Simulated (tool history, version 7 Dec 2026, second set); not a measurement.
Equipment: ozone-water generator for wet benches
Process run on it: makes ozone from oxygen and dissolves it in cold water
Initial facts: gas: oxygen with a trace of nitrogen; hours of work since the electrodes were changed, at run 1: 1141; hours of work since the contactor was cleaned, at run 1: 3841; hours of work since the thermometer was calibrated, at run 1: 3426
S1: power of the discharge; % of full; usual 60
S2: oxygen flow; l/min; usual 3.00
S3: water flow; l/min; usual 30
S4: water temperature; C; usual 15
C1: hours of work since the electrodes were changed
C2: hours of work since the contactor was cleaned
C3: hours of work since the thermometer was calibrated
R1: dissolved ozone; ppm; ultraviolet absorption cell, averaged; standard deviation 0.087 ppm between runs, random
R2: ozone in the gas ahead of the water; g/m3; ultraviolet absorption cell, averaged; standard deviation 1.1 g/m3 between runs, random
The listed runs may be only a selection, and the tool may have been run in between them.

run 1 day=0.000 | S1=60 S2=3.00 S3=30 S4=15 | C1=1141 C2=3841 C3=3426 | R1=7.80 R2=181.4
run 2 day=8.125 | S1=60 S2=4.84 S3=30 S4=15 | C1=1297 C2=3997 C3=3581 | R1=8.22 R2=135.1
run 3 day=14.133 | S1=60 S2=4.84 S3=30 S4=15 | C1=1411 C2=4112 C3=3696 | R1=8.32 R2=134.3
run 4 day=18.725 | S1=60 S2=3.98 S3=30 S4=15 | C1=1499 C2=4199 C3=3784 | R1=8.17 R2=152.6
run 5 day=25.238 | S1=60 S2=3.00 S3=46 S4=15 | C1=1624 C2=4324 C3=3909 | R1=4.61 R2=182.9
run 6 day=30.604 | S1=60 S2=3.00 S3=46 S4=15 | C1=1726 C2=4426 C3=4011 | R1=4.47 R2=180.9
run 7 day=35.129 | S1=60 S2=3.00 S3=46 S4=15 | C1=1813 C2=4513 C3=4098 | R1=4.36 R2=180.1
run 8 day=38.892 | S1=60 S2=5.30 S3=46 S4=15 | C1=1885 C2=4585 C3=4170 | R1=5.01 R2=124.6
-- day=39.775 contactor cleaned
run 9 day=44.154 | S1=60 S2=5.30 S3=46 S4=15 | C1=1982 C2=84 C3=4267 | R1=5.11 R2=126.1
run 10 day=50.479 | S1=60 S2=5.30 S3=46 S4=15 | C1=2103 C2=205 C3=4388 | R1=5.13 R2=127.7
run 11 day=55.242 | S1=60 S2=3.00 S3=30 S4=15 | C1=2194 C2=296 C3=4479 | R1=8.05 R2=181.6
run 12 day=61.075 | S1=60 S2=3.00 S3=30 S4=15 | C1=2306 C2=407 C3=4591 | R1=7.99 R2=177.7
run 13 day=64.450 | S1=60 S2=3.00 S3=30 S4=15 | C1=2370 C2=472 C3=4655 | R1=7.90 R2=180.2
run 14 day=69.562 | S1=60 S2=1.54 S3=30 S4=15 | C1=2468 C2=570 C3=4753 | R1=6.87 R2=276.1
run 15 day=77.062 | S1=60 S2=3.00 S3=30 S4=17 | C1=2612 C2=713 C3=4896 | R1=7.77 R2=180.4
-- day=81.467 water thermometer calibrated
run 16 day=81.792 | S1=60 S2=3.06 S3=30 S4=17 | C1=2702 C2=803 C3=6 | R1=7.72 R2=176.7
run 17 day=85.892 | S1=60 S2=3.06 S3=30 S4=17 | C1=2780 C2=881 C3=85 | R1=7.76 R2=174.6
run 18 day=91.621 | S1=60 S2=4.11 S3=30 S4=13 | C1=2890 C2=991 C3=194 | R1=8.45 R2=145.9
run 19 day=96.321 | S1=61 S2=3.39 S3=30 S4=10 | C1=2979 C2=1081 C3=284 | R1=8.35 R2=167.5
run 20 day=100.796 | S1=72 S2=1.93 S3=26 S4=23 | C1=3065 C2=1166 C3=370 | R1=9.42 R2=268.4
run 21 day=108.833 | S1=60 S2=3.00 S3=30 S4=18 | C1=3219 C2=1320 C3=523 | R1=7.75 R2=178.4
run 22 day=112.992 | S1=76 S2=3.00 S3=21 S4=18 | C1=3298 C2=1400 C3=603 | R1=13.50 R2=210.1
run 23 day=120.338 | S1=76 S2=3.00 S3=21 S4=18 | C1=3439 C2=1540 C3=743 | R1=13.62 R2=209.6
run 24 day=125.588 | S1=60 S2=3.00 S3=30 S4=17 | C1=3539 C2=1641 C3=844 | R1=7.73 R2=176.7
run 25 day=128.846 | S1=60 S2=3.00 S3=30 S4=17 | C1=3601 C2=1703 C3=906 | R1=7.69 R2=177.0
run 26 day=133.242 | S1=60 S2=3.00 S3=19 S4=15 | C1=3686 C2=1787 C3=990 | R1=13.28 R2=175.7
run 27 day=138.112 | S1=60 S2=3.00 S3=19 S4=15 | C1=3779 C2=1880 C3=1083 | R1=13.22 R2=176.8
run 28 day=141.908 | S1=60 S2=3.00 S3=44 S4=15 | C1=3851 C2=1953 C3=1156 | R1=4.69 R2=175.7
run 29 day=147.825 | S1=42 S2=2.77 S3=18 S4=19 | C1=3964 C2=2066 C3=1269 | R1=10.48 R2=144.2
run 30 day=155.550 | S1=42 S2=5.31 S3=32 S4=19 | C1=4112 C2=2213 C3=1417 | R1=5.67 R2=95.9
run 31 day=160.167 | S1=60 S2=3.50 S3=19 S4=8 | C1=4200 C2=2302 C3=1505 | R1=14.39 R2=159.2

Expected results for the next run?
run 32 day=167.304 | S1=52 S2=5.27 S3=30 S4=15 | C1=4337 C2=2438 C3=1641 | R1=? R2=?

{"run 32": {"R1": 7.33, "R2": 111.2}}
With no hidden state in the tool, this same run would have given R1 7.90 ppm, R2 116.8 g/m3.
